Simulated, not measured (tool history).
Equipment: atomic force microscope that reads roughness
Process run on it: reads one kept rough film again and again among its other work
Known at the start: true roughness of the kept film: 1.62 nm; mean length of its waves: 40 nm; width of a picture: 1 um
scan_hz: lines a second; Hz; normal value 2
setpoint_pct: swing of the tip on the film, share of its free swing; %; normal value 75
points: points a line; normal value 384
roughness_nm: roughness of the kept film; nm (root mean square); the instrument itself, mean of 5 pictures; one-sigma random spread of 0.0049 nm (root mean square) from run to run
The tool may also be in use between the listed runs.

run	hour	scan_hz	setpoint_pct	points	roughness_nm
1	0	2	75	384	1.408
2	22.7	2	75	384	1.4
3	36.4	2	65	384	1.462
4	51.3	2	65	384	1.454
# hour 73.4: new tip fitted
5	74.5	2	65	384	1.501
6	95.6	2	75	384	1.417
7	107.6	2	75	320	1.403
8	126.3	2	75	320	1.411
# hour 129.4: height scale calibrated on a step standard
9	143.4	1.06	66	736	1.513
10	163	1.06	66	736	1.51
# hour 174.7: height scale calibrated on a step standard, once more
11	178.5	3.99	66	381	1.373
12	196.9	1.1	72	436	1.478
13	211.6	0.95	67	400	1.494
14	226.5	0.95	67	400	1.485
# hour 243.1: new tip fitted
15	250.8	0.93	80	497	1.478

Consider 4 possible next runs. They are alternatives, not a sequence: every one starts from the tool as it was left by run 15. What does each give?
A	271.4	1.04	75	576	?
B	271.4	1.13	58	497	?
C	271.4	0.56	57	334	?
D	271.4	2.32	66	384	?

run	roughness_nm
A	1.493
B	1.541
C	1.547
D	1.456
With the hidden condition removed and each run's random variation left untouched, the same runs would have given:
run	roughness_nm
A	1.502
B	1.549
C	1.555
D	1.464
